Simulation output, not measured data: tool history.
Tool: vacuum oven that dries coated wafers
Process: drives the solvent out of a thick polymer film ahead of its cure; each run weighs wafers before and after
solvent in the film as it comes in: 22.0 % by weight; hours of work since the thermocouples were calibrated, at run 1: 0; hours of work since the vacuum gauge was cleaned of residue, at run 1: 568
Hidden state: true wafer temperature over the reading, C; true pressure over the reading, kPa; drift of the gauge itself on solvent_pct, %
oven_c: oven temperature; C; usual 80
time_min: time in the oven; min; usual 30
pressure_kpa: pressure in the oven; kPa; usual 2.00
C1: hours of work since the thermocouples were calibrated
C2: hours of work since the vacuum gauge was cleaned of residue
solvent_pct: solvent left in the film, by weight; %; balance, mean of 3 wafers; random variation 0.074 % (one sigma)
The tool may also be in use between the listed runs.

Run 1, hour 0.0: usual settings; C1 0; C2 568. Result: solvent_pct 6.64 %.
Run 2, hour 58.5: usual settings; C1 28; C2 597. Result: solvent_pct 6.65 %.
Run 3, hour 146.6: usual settings but pressure_kpa 7.32 kPa; C1 71; C2 640. Result: solvent_pct 9.86 %.
Run 4, hour 203.1: usual settings but pressure_kpa 7.32 kPa; C1 98; C2 667. Result: solvent_pct 10.10 %.
Run 5, hour 302.7: usual settings but pressure_kpa 7.32 kPa; C1 147; C2 715. Result: solvent_pct 10.14 %.
Run 6, hour 386.3: usual settings but pressure_kpa 7.32 kPa; C1 187; C2 756. Result: solvent_pct 10.11 %.
Run 7, hour 460.0: usual settings but pressure_kpa 7.32 kPa; C1 223; C2 791. Result: solvent_pct 10.05 %.
Run 8, hour 523.9: usual settings; C1 254; C2 822. Result: solvent_pct 6.73 %.
Run 9, hour 594.5: usual settings but time_min 15 min; C1 288; C2 857. Result: solvent_pct 10.95 %.
Run 10, hour 651.3: usual settings but pressure_kpa 7.51 kPa; C1 316; C2 884. Result: solvent_pct 10.49 %.
Run 11, hour 727.4: usual settings; C1 353; C2 921. Result: solvent_pct 6.84 %.
Run 12, hour 798.8: usual settings; C1 387; C2 956. Result: solvent_pct 6.82 %.
Run 13, hour 885.6: usual settings; C1 429; C2 998. Result: solvent_pct 6.80 %.
Run 14, hour 988.5: usual settings; C1 479; C2 1048. Result: solvent_pct 6.99 %.
Run 15, hour 1089.5: usual settings; C1 528; C2 1097. Result: solvent_pct 7.00 %.
Run 16, hour 1154.4: usual settings but pressure_kpa 2.04 kPa; C1 560; C2 1128. Result: solvent_pct 7.13 %.
Run 17, hour 1226.3: usual settings but time_min 34 min; C1 595; C2 1163. Result: solvent_pct 6.35 %.
Run 18, hour 1290.5: usual settings; C1 626; C2 1194. Result: solvent_pct 7.08 %.
Run 19, hour 1348.1: usual settings; C1 654; C2 1222. Result: solvent_pct 7.06 %.
Run 20, hour 1437.8: usual settings; C1 697; C2 1265. Result: solvent_pct 7.17 %.
Run 21, hour 1547.1: usual settings but oven_c 94 C; C1 750; C2 1319. Result: solvent_pct 1.95 %.
Run 22, hour 1646.8: usual settings but time_min 37 min; C1 798; C2 1367. Result: solvent_pct 6.01 %.
Run 23, hour 1758.6: usual settings but time_min 37 min; C1 853; C2 1421. Result: solvent_pct 5.94 %.
Run 24, hour 1863.5: usual settings but time_min 37 min; C1 903; C2 1472. Result: solvent_pct 6.01 %.
Run 25, hour 1937.0: usual settings but oven_c 90 C, time_min 35 min; C1 939; C2 1508. Result: solvent_pct 2.52 %.
Run 26, hour 2017.4: usual settings but oven_c 76 C, time_min 35 min, pressure_kpa 3.49 kPa; C1 978; C2 1546. Result: solvent_pct 9.65 %.
Run 27, hour 2091.1: usual settings but time_min 20 min, pressure_kpa 3.25 kPa; C1 1014; C2 1582. Result: solvent_pct 10.45 %.
Run 28, hour 2159.6: usual settings but time_min 20 min, pressure_kpa 4.03 kPa; C1 1047; C2 1615. Result: solvent_pct 10.86 %.
Run 29, hour 2254.7: usual settings but oven_c 81 C, time_min 31 min, pressure_kpa 5.88 kPa; C1 1093; C2 1662. Result: solvent_pct 9.28 %.
Run 30, hour 2311.4: usual settings but oven_c 81 C, time_min 31 min, pressure_kpa 5.88 kPa; C1 1121; C2 1689. Result: solvent_pct 9.15 %.
Run 31, hour 2427.3: usual settings but time_min 39 min, pressure_kpa 1.21 kPa; C1 1177; C2 1745. Result: solvent_pct 5.40 %.
Run 32, hour 2515.5: usual settings but time_min 39 min, pressure_kpa 1.21 kPa; C1 1220; C2 1788. Result: solvent_pct 5.54 %.
Run 33, hour 2578.6: usual settings but time_min 21 min, pressure_kpa 1.71 kPa; C1 1250; C2 1819. Result: solvent_pct 9.57 %.
Run 34, hour 2634.2: usual settings but oven_c 68 C, time_min 24 min, pressure_kpa 2.33 kPa; C1 1277; C2 1846. Result: solvent_pct 14.25 %.
Run 35, hour 2751.2: usual settings but oven_c 68 C, time_min 24 min, pressure_kpa 2.33 kPa; C1 1334; C2 1902. Result: solvent_pct 14.48 %.
Run 36, hour 2836.5: usual settings but oven_c 68 C, time_min 24 min, pressure_kpa 2.33 kPa; C1 1375; C2 1944. Result: solvent_pct 14.64 %.
Run 37, hour 2929.8: usual settings but oven_c 68 C, time_min 24 min, pressure_kpa 2.33 kPa; C1 1420; C2 1989. Result: solvent_pct 14.44 %.
At hour 2957.3: oven's thermocouples calibrated.
Run 38, hour 2998.5: usual settings but oven_c 68 C, time_min 24 min, pressure_kpa 2.33 kPa; C1 20; C2 2021. Result: solvent_pct 13.94 %.
Run 39, hour 3087.4: usual settings but oven_c 68 C, time_min 24 min, pressure_kpa 2.33 kPa; C1 63; C2 2064. Result: solvent_pct 13.80 %.
Run 40, hour 3142.7: usual settings but pressure_kpa 3.10 kPa; C1 90; C2 2091. Result: solvent_pct 7.33 %.
Run 41, hour 3228.6: usual settings but oven_c 79 C, time_min 19 min, pressure_kpa 5.39 kPa; C1 132; C2 2133. Result: solvent_pct 11.81 %.
Run 42, hour 3284.2: usual settings but oven_c 79 C, time_min 19 min, pressure_kpa 5.39 kPa; C1 159; C2 2160. Result: solvent_pct 11.76 %.
Run 43, hour 3410.5: usual settings but oven_c 88 C, time_min 48 min, pressure_kpa 1.88 kPa; C1 220; C2 2221. Result: solvent_pct 2.02 %.
Run 44, hour 3479.6: usual settings but oven_c 88 C, time_min 48 min, pressure_kpa 1.88 kPa; C1 253; C2 2254. Result: solvent_pct 2.05 %.
Run 45, hour 3555.8: usual settings but time_min 26 min, pressure_kpa 5.08 kPa; C1 290; C2 2291. Result: solvent_pct 9.64 %.
Run 46, hour 3672.9: usual settings but oven_c 84 C, time_min 49 min, pressure_kpa 3.02 kPa; C1 347; C2 2348. Result: solvent_pct 3.69 %.

4 ways to go on from here, each from the tool as it stands after run 46. What would each give?
Run A, hour 3751.5: usual settings but pressure_kpa 1.86 kPa; C1 385; C2 2386. Result: solvent_pct ?.
Run B, hour 3751.5: usual settings but oven_c 84 C, time_min 24 min, pressure_kpa 3.02 kPa; C1 385; C2 2386. Result: solvent_pct ?.
Run C, hour 3751.5: usual settings but oven_c 75 C, time_min 16 min, pressure_kpa 1.27 kPa; C1 385; C2 2386. Result: solvent_pct ?.
Run D, hour 3751.5: usual settings but oven_c 79 C, time_min 49 min, pressure_kpa 3.02 kPa; C1 385; C2 2386. Result: solvent_pct ?.

run  solvent_pct
  A         6.97
  B         7.05
  C        12.65
  D         5.73
Without the tool's hidden state the same runs would have given:
run  solvent_pct
  A         6.40
  B         6.53
  C        12.21
  D         5.07
